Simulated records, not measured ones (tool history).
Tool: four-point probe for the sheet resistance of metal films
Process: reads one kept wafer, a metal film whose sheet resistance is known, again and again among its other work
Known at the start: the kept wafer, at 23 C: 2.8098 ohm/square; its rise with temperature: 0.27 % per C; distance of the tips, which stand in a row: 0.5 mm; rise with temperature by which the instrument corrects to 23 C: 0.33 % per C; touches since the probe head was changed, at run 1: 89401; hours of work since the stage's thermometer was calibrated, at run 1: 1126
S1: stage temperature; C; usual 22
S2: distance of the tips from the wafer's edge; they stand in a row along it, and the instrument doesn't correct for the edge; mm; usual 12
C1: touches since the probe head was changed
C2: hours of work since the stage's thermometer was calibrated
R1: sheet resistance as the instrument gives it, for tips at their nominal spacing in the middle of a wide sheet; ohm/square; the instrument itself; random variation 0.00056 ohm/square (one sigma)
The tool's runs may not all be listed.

Run 1, hour 0: usual settings; C1 89401; C2 1126. Result: R1 2.778163 ohm/square.
At hour 22.1: new probe head fitted.
Run 2, hour 48.9: usual settings but S2 9 mm; C1 802; C2 1157. Result: R1 2.812243 ohm/square.
Run 3, hour 77: usual settings but S2 9 mm; C1 1641; C2 1175. Result: R1 2.812692 ohm/square.
Run 4, hour 112.2: usual settings but S2 9 mm; C1 2693; C2 1197. Result: R1 2.812845 ohm/square.
Run 5, hour 156.4: usual settings but S1 25 C; C1 4015; C2 1225. Result: R1 2.805909 ohm/square.
Run 6, hour 187.2: usual settings but S1 32 C; C1 4936; C2 1245. Result: R1 2.795031 ohm/square.
Run 7, hour 212.2: usual settings but S1 32 C; C1 5684; C2 1261. Result: R1 2.79415 ohm/square.
Run 8, hour 245: usual settings but S1 32 C; C1 6665; C2 1282. Result: R1 2.794135 ohm/square.
Run 9, hour 284.3: usual settings but S1 32 C; C1 7841; C2 1307. Result: R1 2.793 ohm/square.
Run 10, hour 323.1: usual settings; C1 9001; C2 1331. Result: R1 2.809263 ohm/square.
Run 11, hour 355.8: usual settings; C1 9981; C2 1352. Result: R1 2.80846 ohm/square.
Run 12, hour 394.1: usual settings; C1 11125; C2 1377. Result: R1 2.807692 ohm/square.
Run 13, hour 440.6: usual settings but S1 27 C, S2 32 mm; C1 12517; C2 1406. Result: R1 2.797138 ohm/square.
Run 14, hour 468.9: usual settings but S1 27 C, S2 32 mm; C1 13361; C2 1424. Result: R1 2.796063 ohm/square.
Run 15, hour 496.1: usual settings but S1 27 C, S2 32 mm; C1 14175; C2 1442. Result: R1 2.797586 ohm/square.
At hour 501.1: stage's thermometer calibrated.
Run 16, hour 530.3: usual settings but S1 27 C, S2 32 mm; C1 15183; C2 19. Result: R1 2.795694 ohm/square.
Run 17, hour 569.9: usual settings but S1 27 C, S2 4 mm; C1 16369; C2 44. Result: R1 2.819106 ohm/square.
Run 18, hour 604.2: usual settings but S1 23 C, S2 68 mm; C1 17394; C2 66. Result: R1 2.801241 ohm/square.
Run 19, hour 632.6: usual settings but S1 18 C, S2 8 mm; C1 18244; C2 84. Result: R1 2.815366 ohm/square.
Run 20, hour 683.2: usual settings but S1 18 C, S2 8 mm; C1 19756; C2 116. Result: R1 2.815824 ohm/square.
At hour 725.9: stage's thermometer calibrated, once more.
Run 21, hour 734.4: usual settings but S1 26 C; C1 21274; C2 5. Result: R1 2.799807 ohm/square.
Run 22, hour 779.4: usual settings but S1 30 C, S2 53 mm; C1 22620; C2 34. Result: R1 2.792075 ohm/square.
Run 23, hour 811.2: usual settings but S1 30 C, S2 53 mm; C1 23570; C2 54. Result: R1 2.791998 ohm/square.

Hidden state at the last listed run before each entry between runs and at the first one after, where it differs:
Between runs 1 and 2: new probe head fitted (hour 22.1)
  inner tips' distance over the nominal, %: -1.097 -> -0.032; tips' flats over new ones', %: 57 -> 0
  measured less the result without the state, R1: -0.035198 -> -0.002902 ohm/square
Between runs 15 and 16: stage's thermometer calibrated (hour 501.1)
  inner tips' distance over the nominal, %: -0.154 -> -0.163; tips' flats over new ones', %: 9 -> 10; wafer's true temperature over the reading, C: -0.31 -> -0.38
  measured less the result without the state, R1: -0.006976 -> -0.007778 ohm/square
Between runs 20 and 21: stage's thermometer calibrated, once more (hour 725.9)
  inner tips' distance over the nominal, %: -0.203 -> -0.218; tips' flats over new ones', %: 13 -> 14; wafer's true temperature over the reading, C: -0.4 -> -0.06
  measured less the result without the state, R1: -0.009287 -> -0.007089 ohm/square
